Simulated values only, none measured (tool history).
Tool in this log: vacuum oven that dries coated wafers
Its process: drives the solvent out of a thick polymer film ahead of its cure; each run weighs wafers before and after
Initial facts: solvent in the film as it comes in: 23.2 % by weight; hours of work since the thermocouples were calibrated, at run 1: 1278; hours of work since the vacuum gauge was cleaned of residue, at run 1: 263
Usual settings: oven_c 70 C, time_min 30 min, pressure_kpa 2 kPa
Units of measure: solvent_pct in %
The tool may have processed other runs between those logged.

run    hour  oven_c  time_min  pressure_kpa  hours of work since the thermocouples were calibrated  hours of work since the vacuum gauge was cleaned of residue  solvent_pct
  1       0      70        30             2                                                   1278                                                          263         6.27
  2    36.3      70        30             2                                                   1298                                                          283         6.16
  3    67.9      70        39             2                                                   1316                                                          301         4.73
  4   109.1      70        39             2                                                   1338                                                          323         4.74
  5   144.8      70        30             2                                                   1358                                                          343         6.23
  6   181.3      70        36             2                                                   1378                                                          363         5.11
  7   232.5      70        36             2                                                   1407                                                          391          5.2
  8   289.4      70        26             2                                                   1438                                                          423         7.09
  9   339.7      70        26             2                                                   1466                                                          450         7.25
 10   369.3      70        26             2                                                   1482                                                          467         7.11
 11   408.2      70        26             2                                                   1503                                                          488         7.33
 12   446.2      70        26             2                                                   1524                                                          509         7.19
 13   487.6      70        26             2                                                   1547                                                          532         7.24
 14   525.4      70        26             2                                                   1568                                                          553         7.34
 15   584.2      70        26             2                                                   1600                                                          585         7.36
 16   632.6      70        26             2                                                   1627                                                          612         7.27
 17   677.5      70        26             2                                                   1652                                                          637         7.47
 18   719.8      70        26             2                                                   1675                                                          660         7.46
 19   750.2      78        26             2                                                   1692                                                          677         3.34
      768.4  -- oven's thermocouples calibrated
 20   806.6      78        26             2                                                     21                                                          707         2.77
 21   861.9      73        26             2                                                     52                                                          737         4.94
 22     908      64        24           2.8                                                     77                                                          763        10.87
 23   946.2      79        20          5.33                                                     98                                                          784         5.13
 24  1001.4      79        20          5.33                                                    129                                                          814         5.29
 25  1049.6      61        29          5.33                                                    155                                                          841        13.33
 26  1096.3      81        30          2.92                                                    181                                                          867         2.14
 27  1125.9      81        30          2.92                                                    197                                                          883         2.19
 28  1163.9      64        44          2.92                                                    218                                                          904         7.62
 29  1190.8      64        44          2.92                                                    233                                                          919         7.47
 30  1243.7      64        44          2.92                                                    262                                                          948         7.43
 31  1270.9      70        44          1.41                                                    277                                                          963         3.37
 32  1320.3      84        34          2.42                                                    304                                                          990         1.33
 33  1356.4      71        35          2.01                                                    324                                                         1010         4.46
 34    1388      66        30          1.11                                                    342                                                         1027          7.5
 35  1427.7      76        31          7.59                                                    364                                                         1049         6.24
 36  1478.7      57        29             2                                                    392                                                         1078        13.46
 37  1503.6      57        29             2                                                    405                                                         1091        13.26
 38  1550.7      70        22          1.85                                                    431                                                         1117         7.63
 39  1599.8      69        20           1.6                                                    459                                                         1144         8.86

Predict each of these 5 candidate next runs independently; none follows another, all start after run 39:
  A  1643.8      82        20          2.38                                                    483                                                         1169            ?
  B  1643.8      70        42             2                                                    483                                                         1169            ?
  C  1643.8      59        24          3.46                                                    483                                                         1169            ?
  D  1643.8      58        19             2                                                    483                                                         1169            ?
  E  1643.8      57        42          1.67                                                    483                                                         1169            ?

run  solvent_pct
  A         2.79
  B         4.21
  C        14.49
  D        14.74
  E        11.15
Without the tool's hidden state the same runs would have given:
run  solvent_pct
  A         2.42
  B         3.65
  C        13.93
  D        14.25
  E        10.46
